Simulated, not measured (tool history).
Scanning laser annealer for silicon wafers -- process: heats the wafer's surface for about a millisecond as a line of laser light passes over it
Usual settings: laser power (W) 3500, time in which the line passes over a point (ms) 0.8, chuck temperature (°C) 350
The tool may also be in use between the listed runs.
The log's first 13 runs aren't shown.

run    hour  laser power (W)  time in which the line passes over a point (ms)  chuck temperature (°C)  hours of work since the window was cleaned  hours of work since the power meter was calibrated  hours of work since the optics were aligned  highest temperature of the surface (°C)
 14   759.3             3500                                            0.954                     350                                         107                                                1217                                          153                                     1181
 15   791.4             3500                                            0.954                     350                                         125                                                1234                                          170                                     1178
        822  -- optics aligned, line set to its width, once more
 16   840.5             3666                                            0.997                     363                                         148                                                1258                                           10                                     1258
 17     892             3666                                            0.997                     363                                         176                                                1285                                           37                                     1253
 18   935.3             3628                                            0.625                     381                                         199                                                1309                                           61                                     1051
 19   993.9             3500                                              0.8                     374                                         230                                                1340                                           92                                     1119
 20  1038.4             3344                                            0.682                     350                                         254                                                1364                                          116                                     1004
 21  1091.7             3500                                              0.8                     335                                         283                                                1392                                          144                                     1083
 22  1122.6             3559                                            0.747                     335                                         299                                                1409                                          161                                     1064
 23  1190.1             3559                                            0.747                     335                                         335                                                1445                                          197                                     1062
 24  1238.7             3702                                            0.661                     329                                         362                                                1471                                          223                                     1031
 25  1284.7             2988                                            0.661                     329                                         386                                                1496                                          248                                      904
 26  1345.1             3695                                            0.942                     388                                         418                                                1528                                          280                                     1240
     1376.3  -- window over the wafer cleaned
 27  1407.5             3695                                            0.942                     388                                          17                                                1560                                          312                                     1265
 28  1471.4             3500                                            0.891                     333                                          51                                                1595                                          347                                     1135
 29    1516             3772                                            0.679                     343                                          75                                                1618                                          371                                     1079
 30  1564.9             3772                                            0.679                     343                                         101                                                1645                                          397                                     1080

Each row is a separate what-if for the run after 30, all from the same tool condition, not one after another. Results?
  A  1623.9             3500                                            0.647                     350                                         133                                                1676                                          428                                        ?
  B  1623.9             3772                                            0.679                     368                                         133                                                1676                                          428                                        ?
  C  1623.9             3772                                            0.679                     330                                         133                                                1676                                          428                                        ?

run  highest temperature of the surface (°C)
  A                                     1018
  B                                     1104
  C                                     1066
Without the tool's hidden state the same runs would have given:
run  highest temperature of the surface (°C)
  A                                     1035
  B                                     1123
  C                                     1084
